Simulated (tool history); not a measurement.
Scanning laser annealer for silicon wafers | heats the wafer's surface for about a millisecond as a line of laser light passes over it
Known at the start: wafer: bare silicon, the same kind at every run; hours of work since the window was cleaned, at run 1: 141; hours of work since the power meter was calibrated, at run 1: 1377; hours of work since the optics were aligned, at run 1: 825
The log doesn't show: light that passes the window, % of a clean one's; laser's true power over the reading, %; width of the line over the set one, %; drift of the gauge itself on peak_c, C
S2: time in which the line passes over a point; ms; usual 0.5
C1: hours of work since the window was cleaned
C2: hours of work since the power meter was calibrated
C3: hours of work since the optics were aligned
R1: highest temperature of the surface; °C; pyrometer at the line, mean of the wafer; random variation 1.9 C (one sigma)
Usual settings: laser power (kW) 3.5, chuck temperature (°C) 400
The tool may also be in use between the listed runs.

Run 1, hour 0: usual settings; C1 141; C2 1377; C3 825. Result: R1 1191 °C.
Run 2, hour 48.4: usual settings; C1 168; C2 1404; C3 852. Result: R1 1186 °C.
Run 3, hour 80.5: usual settings but S2 0.524 ms; C1 186; C2 1422; C3 870. Result: R1 1209 °C.
Run 4, hour 118: usual settings but S2 0.524 ms; C1 207; C2 1443; C3 891. Result: R1 1209 °C.
Run 5, hour 163.5: usual settings but S2 0.367 ms; C1 233; C2 1469; C3 916. Result: R1 1051 °C.
Run 6, hour 225.5: usual settings; C1 267; C2 1503; C3 951. Result: R1 1177 °C.
Run 7, hour 273.9: usual settings but laser power (kW) 3.006; C1 294; C2 1530; C3 978. Result: R1 1035 °C.
Run 8, hour 303.5: usual settings but laser power (kW) 3.006, chuck temperature (°C) 429; C1 311; C2 1547; C3 995. Result: R1 1060 °C.
Run 9, hour 351.9: usual settings but laser power (kW) 3.006, chuck temperature (°C) 429; C1 338; C2 1574; C3 1022. Result: R1 1059 °C.
Run 10, hour 396.6: usual settings but laser power (kW) 3.006, chuck temperature (°C) 429; C1 363; C2 1599; C3 1047. Result: R1 1058 °C.
Run 11, hour 437.9: usual settings; C1 386; C2 1622; C3 1070. Result: R1 1170 °C.
Run 12, hour 467.3: usual settings; C1 402; C2 1638; C3 1086. Result: R1 1168 °C.
At hour 478.9: window over the wafer cleaned.
Run 13, hour 524.6: usual settings; C1 26; C2 1669; C3 1117. Result: R1 1187 °C.
Run 14, hour 585.3: usual settings; C1 59; C2 1703; C3 1151. Result: R1 1186 °C.
Run 15, hour 624.5: usual settings but chuck temperature (°C) 430; C1 81; C2 1725; C3 1173. Result: R1 1215 °C.
Run 16, hour 652.3: usual settings but chuck temperature (°C) 404; C1 97; C2 1740; C3 1188. Result: R1 1184 °C.
Run 17, hour 682.4: usual settings but chuck temperature (°C) 423; C1 114; C2 1757; C3 1205. Result: R1 1203 °C.
Run 18, hour 711.6: usual settings but chuck temperature (°C) 423; C1 130; C2 1774; C3 1221. Result: R1 1202 °C.
Run 19, hour 760.1: usual settings but laser power (kW) 3.56, chuck temperature (°C) 423; C1 157; C2 1801; C3 1249. Result: R1 1221 °C.
Run 20, hour 800.8: usual settings but laser power (kW) 3.56, chuck temperature (°C) 423; C1 180; C2 1823; C3 1271. Result: R1 1214 °C.
At hour 835.4: optics aligned, line set to its width.
Run 21, hour 858.4: usual settings but laser power (kW) 3.56, S2 0.589 ms, chuck temperature (°C) 423; C1 209; C2 1853; C3 13. Result: R1 1321 °C.
Run 22, hour 908.3: usual settings but laser power (kW) 3.56, S2 0.589 ms, chuck temperature (°C) 423; C1 237; C2 1881; C3 41. Result: R1 1319 °C.
Run 23, hour 955.5: usual settings but laser power (kW) 3.56, S2 0.589 ms, chuck temperature (°C) 423; C1 263; C2 1907; C3 67. Result: R1 1319 °C.
Run 24, hour 996.9: usual settings but S2 0.358 ms, chuck temperature (°C) 440; C1 287; C2 1930; C3 90. Result: R1 1087 °C.
Run 25, hour 1053.1: usual settings but S2 0.358 ms, chuck temperature (°C) 440; C1 318; C2 1961; C3 122. Result: R1 1085 °C.
Run 26, hour 1104.4: usual settings but S2 0.358 ms, chuck temperature (°C) 440; C1 347; C2 1990; C3 150. Result: R1 1086 °C.
Run 27, hour 1154.3: usual settings but S2 0.555 ms, chuck temperature (°C) 421; C1 374; C2 2018; C3 178. Result: R1 1256 °C.
Run 28, hour 1196.1: usual settings but laser power (kW) 3.685, chuck temperature (°C) 418; C1 398; C2 2041; C3 201. Result: R1 1251 °C.
At hour 1216.2: window over the wafer cleaned.
Run 29, hour 1258.7: usual settings but laser power (kW) 3.733, S2 0.586 ms; C1 24; C2 2075; C3 235. Result: R1 1362 °C.
Run 30, hour 1320.9: usual settings but laser power (kW) 3.449, S2 0.392 ms, chuck temperature (°C) 405; C1 58; C2 2110; C3 270. Result: R1 1083 °C.
Run 31, hour 1365.7: usual settings but laser power (kW) 3.411; C1 83; C2 2135; C3 295. Result: R1 1172 °C.
Run 32, hour 1403.4: usual settings but laser power (kW) 3.411; C1 105; C2 2156; C3 316. Result: R1 1167 °C.
Run 33, hour 1429.6: usual settings but laser power (kW) 3.411; C1 119; C2 2171; C3 331. Result: R1 1170 °C.
Run 34, hour 1461.6: usual settings but laser power (kW) 3.617, S2 0.374 ms, chuck temperature (°C) 435; C1 137; C2 2188; C3 349. Result: R1 1136 °C.
Run 35, hour 1494.8: usual settings but laser power (kW) 3.617, S2 0.374 ms, chuck temperature (°C) 435; C1 156; C2 2207; C3 367. Result: R1 1133 °C.
Run 36, hour 1522.6: usual settings but laser power (kW) 3.617, S2 0.538 ms, chuck temperature (°C) 390; C1 171; C2 2223; C3 383. Result: R1 1258 °C.
Run 37, hour 1568.3: usual settings but S2 0.531 ms, chuck temperature (°C) 428; C1 197; C2 2248; C3 408. Result: R1 1246 °C.
Run 38, hour 1613.9: usual settings but laser power (kW) 3.075, S2 0.6 ms, chuck temperature (°C) 383; C1 222; C2 2274; C3 434. Result: R1 1121 °C.
Run 39, hour 1651.1: usual settings but laser power (kW) 3.69, S2 0.545 ms, chuck temperature (°C) 367; C1 243; C2 2294; C3 454. Result: R1 1257 °C.
Run 40, hour 1693.3: usual settings but laser power (kW) 3.69, S2 0.545 ms, chuck temperature (°C) 368; C1 266; C2 2318; C3 478. Result: R1 1254 °C.

Forecast each of these 4 alternatives for the next run:
Run A, hour 1726: usual settings but laser power (kW) 3.816, S2 0.545 ms, chuck temperature (°C) 368; C1 285; C2 2336; C3 496. Result: R1 ?.
Run B, hour 1726: usual settings but laser power (kW) 3.633, S2 0.545 ms, chuck temperature (°C) 397; C1 285; C2 2336; C3 496. Result: R1 ?.
Run C, hour 1726: usual settings but laser power (kW) 3.161, S2 0.573 ms, chuck temperature (°C) 365; C1 285; C2 2336; C3 496. Result: R1 ?.
Run D, hour 1726: usual settings but laser power (kW) 3.611, S2 0.485 ms; C1 285; C2 2336; C3 496. Result: R1 ?.

run    R1
  A  1291
  B  1266
  C  1107
  D  1202
Without the tool's hidden state the same runs would have given:
run    R1
  A  1329
  B  1301
  C  1137
  D  1235
